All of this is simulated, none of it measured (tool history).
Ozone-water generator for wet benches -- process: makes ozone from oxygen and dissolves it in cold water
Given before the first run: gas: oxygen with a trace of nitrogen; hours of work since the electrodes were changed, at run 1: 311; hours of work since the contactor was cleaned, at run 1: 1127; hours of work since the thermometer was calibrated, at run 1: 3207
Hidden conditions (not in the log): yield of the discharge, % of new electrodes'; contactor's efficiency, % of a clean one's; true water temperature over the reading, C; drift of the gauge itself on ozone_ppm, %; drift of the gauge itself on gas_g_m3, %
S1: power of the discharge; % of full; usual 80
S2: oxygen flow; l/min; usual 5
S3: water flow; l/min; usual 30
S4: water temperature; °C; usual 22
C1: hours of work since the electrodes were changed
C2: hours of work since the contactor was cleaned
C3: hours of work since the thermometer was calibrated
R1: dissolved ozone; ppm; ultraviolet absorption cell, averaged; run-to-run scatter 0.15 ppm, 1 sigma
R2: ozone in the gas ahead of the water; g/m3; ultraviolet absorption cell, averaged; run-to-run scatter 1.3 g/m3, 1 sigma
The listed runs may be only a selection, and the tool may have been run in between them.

run	hour	S1	S2	S3	S4	C1	C2	C3	R1	R2
1	0	80	5	30	22	311	1127	3207	18.5	235.7
2	19.7	80	5	30	22	330	1146	3225	18.9	237.8
3	40.7	80	5	30	22	350	1165	3245	18.4	237.1
4	66.6	80	5	30	21	374	1190	3269	19	235.3
5	99.2	80	5	27	22	405	1220	3300	20.6	234.7
6	121.4	80	5	27	22	426	1241	3321	20.4	236.4
7	138	80	5	27	22	441	1257	3336	20.4	235.3
8	167.6	80	5	30	22	469	1285	3364	18.2	235.4
# hour 181.5: water thermometer calibrated
9	200.8	80	5	30	22	500	1316	18	18.4	234.9
10	232.7	97	2.53	20	30	530	1346	48	25.8	381.7
# hour 239.7: contactor cleaned
11	251.5	80	3.7	38	25	544	11	62	13.5	278
12	280.5	48	2.57	28	21	571	38	89	13.6	258.7
# hour 301.7: contactor cleaned, once more
13	316	92	7.91	37	23	601	13	119	17	198.2
14	338.2	92	7.91	37	23	622	34	140	16.8	196.3
15	371.7	72	7.91	45	23	653	66	171	12.1	171.1
16	388	47	7.76	30	15	668	81	187	15.5	135.9

Predict each of these 3 candidate next runs independently; none follows another, all start after run 16:
A	404.7	47	7.76	30	20	684	97	202	?	?
B	404.7	80	7.13	30	22	684	97	202	?	?
C	404.7	42	7.76	30	15	684	97	202	?	?

run	R1	R2
A	14.6	137.2
B	19	193.2
C	14.7	131
With no hidden state in the tool, these same runs would have given:
run	R1	R2
A	14.8	138.9
B	19.4	196.6
C	14.9	132.5
